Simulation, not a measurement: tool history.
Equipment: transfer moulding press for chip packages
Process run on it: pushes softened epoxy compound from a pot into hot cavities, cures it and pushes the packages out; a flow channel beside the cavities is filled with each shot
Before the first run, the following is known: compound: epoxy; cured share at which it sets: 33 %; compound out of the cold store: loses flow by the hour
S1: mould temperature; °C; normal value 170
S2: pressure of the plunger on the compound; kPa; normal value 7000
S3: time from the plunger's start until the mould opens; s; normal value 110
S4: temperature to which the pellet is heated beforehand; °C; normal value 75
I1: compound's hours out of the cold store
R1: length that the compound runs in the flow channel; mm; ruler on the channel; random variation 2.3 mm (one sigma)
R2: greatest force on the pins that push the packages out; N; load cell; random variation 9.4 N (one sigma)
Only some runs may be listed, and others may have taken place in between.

run,hour,S1,S2,S3,S4,I1,R1,R2
1,0,170,7000,110,75,9.4,719,419
2,8.6,170,7000,110,75,30.7,678,413
3,20.1,170,7000,110,75,9.2,725,442
4,27.3,170,7000,110,75,33.8,672,415
5,39.8,170,7000,110,75,10,720,433
6,48.6,170,7000,133,75,18.3,701,347
# hour 53: cavities cleaned with cleaning compound and waxed
7,59,170,7000,110,75,46.8,649,417
8,67.4,170,7000,130,75,20.8,698,370
9,80,163,7000,110,75,17.6,736,766
10,90,163,7000,110,75,45.9,679,684
11,98.4,170,7000,145,75,20.9,696,331
# hour 106.5: cavities cleaned with cleaning compound and waxed
12,106.6,165,7000,110,75,37.9,683,577
13,120.4,165,7000,110,75,28.4,704,599
14,126.5,165,7000,110,75,13.1,739,638
15,137.3,165,7000,110,75,19.9,720,627
16,148.4,168,7000,126,75,44.9,660,369
17,157.7,172,7000,126,75,30,675,352
# hour 160.3: cavities cleaned with cleaning compound and waxed
18,167.3,170,8400,150,82,38.2,726,312
# hour 175.7: plunger's sealing rings changed
19,183.3,170,8400,150,82,19.1,773,332
20,191.6,170,8400,150,82,37.4,729,328
21,199.7,162,6410,93,79,17.5,709,1157
22,206.9,170,5790,116,75,14.7,648,410
23,213.3,171,8590,116,81,12.9,785,373
# hour 216.7: cavities cleaned with cleaning compound and waxed
24,226.6,167,5340,95,75,29.1,607,710
25,235.9,174,7000,110,76,25.9,678,351
26,248.2,170,7590,146,75,42.1,688,336
27,257.7,174,8350,138,84,38.5,711,336
28,267.6,169,6780,110,75,19.7,692,446
# hour 270.9: cavities cleaned with cleaning compound and waxed
29,280.1,169,8700,110,75,15.4,796,458

Measured result minus the same run's result without the hidden state. Both carry the same run-to-run variation, though not necessarily the same gauge scatter:
Hidden conditions of the tool in this case: true mould temperature over the reading, C; pressure that reaches the compound, % of what is set; grip of the stained cavities, % over clean ones'; drift of the gauge itself on flow_mm, %; drift of the gauge itself on push_out_n, %.
run,R2
1,+0
2,+2
3,+2
4,+3
5,+4
6,+4
7,+1
8,+2
9,+6
10,+7
11,+4
12,+0
13,+3
14,+4
15,+5
16,+4
17,+5
18,+1
19,+2
20,+3
21,+12
22,+4
23,+4
24,+3
25,+2
26,+3
27,+3
28,+5
29,+1
R1: within 1 mm of the measured result in every run.
